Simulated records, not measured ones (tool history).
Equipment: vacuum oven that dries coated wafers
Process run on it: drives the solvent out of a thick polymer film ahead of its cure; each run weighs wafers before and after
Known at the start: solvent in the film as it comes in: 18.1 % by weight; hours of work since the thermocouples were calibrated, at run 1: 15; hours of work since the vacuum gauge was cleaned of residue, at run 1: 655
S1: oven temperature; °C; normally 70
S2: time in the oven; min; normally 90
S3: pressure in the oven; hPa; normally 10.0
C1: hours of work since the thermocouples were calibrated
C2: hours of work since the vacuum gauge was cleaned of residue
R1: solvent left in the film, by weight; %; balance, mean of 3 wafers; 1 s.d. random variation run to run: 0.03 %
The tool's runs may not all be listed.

run     day  S1   S2    S3    C1    C2    R1
  1   0.000  70   90  10.0    15   655  1.46
  2   1.717  70   90  10.0    47   686  1.46
  3   3.554  70   78  10.0    81   720  1.88
  4   5.971  70   55  10.0   125   765  3.36
  5   7.458  70   55  10.0   153   792  3.36
  6  10.033  61   55  10.0   200   840  6.44
  7  12.346  61   55  10.0   243   883  6.56
  8  15.438  70   90   7.9   300   940  1.56
  9  17.833  70   90   7.9   344   984  1.56
 10  19.904  70   90   7.9   383  1022  1.53
 11  21.783  70   90   7.9   417  1057  1.54
 12  24.725  70   90   7.9   472  1111  1.64
 13  26.858  70   90  10.0   511  1151  1.72
 14  28.933  70   90  25.1   549  1189  2.29
 15  31.625  70   90  10.0   599  1239  1.77
 16  33.167  70   90   5.6   628  1267  1.57
 17  36.367  70   50   5.6   687  1327  4.01
     36.675  -- vacuum gauge cleaned of residue and calibrated
 18  38.583  70   50   5.6   727    35  4.12
 19  40.962  70   50   5.6   771    79  4.17
 20  42.942  70   50   5.6   807   116  4.15
     43.246  -- vacuum gauge cleaned of residue and calibrated, once more
 21  45.475  70   50   5.6   853    41  3.99
 22  46.854  58   74   5.6   878    67  6.23
 23  49.667  58   74   5.6   930   119  6.31
 24  52.533  70   85  24.4   983   172  2.43
 25  54.442  66  104  25.0  1018   207  2.88
 26  57.579  56   55  12.6  1076   265  8.93
 27  60.304  56   55  12.6  1127   315  8.94
     62.029  -- oven's thermocouples calibrated
 28  63.688  57   87  10.0    31   376  5.45
 29  66.075  57   87  10.0    75   420  5.46
 30  69.400  70   90  36.5   136   482  2.46
 31  72.162  70   72   9.0   187   533  2.17
 32  74.092  70   76  10.0   223   568  2.03
 33  77.488  68   87  10.0   286   631  2.08
 34  78.992  70   52  10.0   313   659  3.59
 35  80.558  70   83   7.2   342   688  1.69
 36  82.004  70   83   7.2   369   714  1.70
 37  85.125  70  105  10.7   427   772  1.22
 38  86.621  62   62   9.7   454   800  5.65
 39  88.646  76   83   8.1   492   837  0.79
 40  91.325  61   80  26.8   541   887  5.59
 41  94.492  61   80  26.8   600   945  5.68

Branching from run 41: 4 alternative next runs. What would each branch give?
  A  96.892  77   90  27.3  644  990   ?
  B  96.892  61   96  26.8  644  990   ?
  C  96.892  63  124   6.7  644  990   ?
  D  96.892  62  131  26.6  644  990   ?

run    R1
  A  1.24
  B  4.85
  C  2.17
  D  3.33
Without the tool's hidden state the same runs would have given:
run    R1
  A  0.96
  B  4.04
  C  1.56
  D  2.64
